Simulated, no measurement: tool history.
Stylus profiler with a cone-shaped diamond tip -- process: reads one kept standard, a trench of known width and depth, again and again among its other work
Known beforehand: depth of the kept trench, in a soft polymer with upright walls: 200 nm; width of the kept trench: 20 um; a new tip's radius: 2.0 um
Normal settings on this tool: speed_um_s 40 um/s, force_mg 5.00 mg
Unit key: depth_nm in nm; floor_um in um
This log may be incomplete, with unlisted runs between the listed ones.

Run 1, day 0.000: usual settings. Result: depth_nm 205.04 nm, floor_um 18.17 um.
Run 2, day 1.692: usual settings. Result: depth_nm 205.15 nm, floor_um 18.21 um.
Run 3, day 3.900: usual settings. Result: depth_nm 205.08 nm, floor_um 18.25 um.
Run 4, day 5.446: usual settings. Result: depth_nm 204.99 nm, floor_um 18.17 um.
Run 5, day 6.808: usual settings. Result: depth_nm 205.08 nm, floor_um 18.10 um.
Run 6, day 7.996: usual settings. Result: depth_nm 205.00 nm, floor_um 18.16 um.
Run 7, day 9.100: usual settings. Result: depth_nm 205.05 nm, floor_um 18.20 um.
Run 8, day 11.275: usual settings but speed_um_s 20 um/s. Result: depth_nm 205.07 nm, floor_um 18.24 um.
Run 9, day 13.433: usual settings. Result: depth_nm 204.95 nm, floor_um 18.17 um.
Run 10, day 15.179: usual settings. Result: depth_nm 205.03 nm, floor_um 18.18 um.
Run 11, day 16.404: usual settings but speed_um_s 19 um/s. Result: depth_nm 205.00 nm, floor_um 18.19 um.
Run 12, day 18.054: usual settings but speed_um_s 19 um/s. Result: depth_nm 205.07 nm, floor_um 18.24 um.
Run 13, day 19.208: usual settings. Result: depth_nm 204.95 nm, floor_um 18.20 um.
Run 14, day 20.542: usual settings. Result: depth_nm 205.00 nm, floor_um 18.11 um.
Run 15, day 22.100: usual settings but speed_um_s 27 um/s. Result: depth_nm 205.02 nm, floor_um 18.18 um.
Run 16, day 23.617: usual settings. Result: depth_nm 205.00 nm, floor_um 18.24 um.
Run 17, day 25.467: usual settings. Result: depth_nm 205.02 nm, floor_um 18.19 um.
Run 18, day 27.604: usual settings. Result: depth_nm 205.03 nm, floor_um 18.14 um.
Run 19, day 29.496: usual settings. Result: depth_nm 204.99 nm, floor_um 18.20 um.
Run 20, day 30.762: usual settings but speed_um_s 17 um/s, force_mg 5.21 mg. Result: depth_nm 205.21 nm, floor_um 18.24 um.
Run 21, day 32.133: usual settings but speed_um_s 33 um/s, force_mg 2.59 mg. Result: depth_nm 203.25 nm, floor_um 18.19 um.
Run 22, day 33.092: usual settings but speed_um_s 154 um/s, force_mg 2.88 mg. Result: depth_nm 203.38 nm, floor_um 17.99 um.
Run 23, day 34.825: usual settings but speed_um_s 137 um/s, force_mg 6.72 mg. Result: depth_nm 206.14 nm, floor_um 18.14 um.
Run 24, day 36.758: usual settings but speed_um_s 16 um/s, force_mg 8.51 mg. Result: depth_nm 207.21 nm, floor_um 18.25 um.
Run 25, day 38.379: usual settings but speed_um_s 17 um/s, force_mg 6.44 mg. Result: depth_nm 205.98 nm, floor_um 18.23 um.
Run 26, day 39.308: usual settings but speed_um_s 17 um/s, force_mg 6.44 mg. Result: depth_nm 205.82 nm, floor_um 18.20 um.
Run 27, day 40.875: usual settings but speed_um_s 17 um/s, force_mg 6.44 mg. Result: depth_nm 205.92 nm, floor_um 18.20 um.
Run 28, day 42.488: usual settings but speed_um_s 23 um/s, force_mg 7.81 mg. Result: depth_nm 206.78 nm, floor_um 18.24 um.
Run 29, day 44.475: usual settings but speed_um_s 80 um/s, force_mg 4.74 mg. Result: depth_nm 204.79 nm, floor_um 18.13 um.
Run 30, day 46.279: usual settings but speed_um_s 19 um/s, force_mg 2.02 mg. Result: depth_nm 202.65 nm, floor_um 18.24 um.
Run 31, day 47.208: usual settings but speed_um_s 22 um/s, force_mg 9.68 mg. Result: depth_nm 207.71 nm, floor_um 18.19 um.
Run 32, day 49.388: usual settings but force_mg 1.85 mg. Result: depth_nm 202.60 nm, floor_um 18.15 um.
Run 33, day 50.712: usual settings but speed_um_s 143 um/s, force_mg 2.51 mg. Result: depth_nm 203.18 nm, floor_um 17.88 um.
Run 34, day 52.000: usual settings but speed_um_s 47 um/s, force_mg 3.64 mg. Result: depth_nm 204.08 nm, floor_um 18.12 um.
Run 35, day 54.183: usual settings but speed_um_s 47 um/s, force_mg 3.64 mg. Result: depth_nm 204.03 nm, floor_um 18.15 um.
At day 54.704: height scale calibrated on a step standard.
Run 36, day 56.379: usual settings but speed_um_s 47 um/s, force_mg 3.64 mg. Result: depth_nm 204.05 nm, floor_um 18.16 um.
Run 37, day 58.104: usual settings but speed_um_s 104 um/s, force_mg 3.26 mg. Result: depth_nm 203.68 nm, floor_um 18.05 um.

Alternative continuations, all from the tool just after run 37; predict every row:
Run A, day 59.175: usual settings but speed_um_s 80 um/s, force_mg 4.40 mg. Result: depth_nm ?, floor_um ?.
Run B, day 59.175: usual settings but speed_um_s 89 um/s, force_mg 1.81 mg. Result: depth_nm ?, floor_um ?.
Run C, day 59.175: usual settings but speed_um_s 93 um/s, force_mg 12.44 mg. Result: depth_nm ?, floor_um ?.
Run D, day 59.175: usual settings but speed_um_s 62 um/s. Result: depth_nm ?, floor_um ?.
Run E, day 59.175: usual settings but speed_um_s 41 um/s. Result: depth_nm ?, floor_um ?.

run  depth_nm  floor_um
  A    204.57     18.09
  B    202.46     18.04
  C    209.28     18.13
  D    205.12     18.18
  E    204.97     18.18
The same runs, with their run-to-run variation unchanged, on a tool lacking any hidden condition would have given:
run  depth_nm  floor_um
  A    204.57     18.10
  B    202.46     18.05
  C    209.28     18.14
  D    205.12     18.18
  E    204.97     18.19
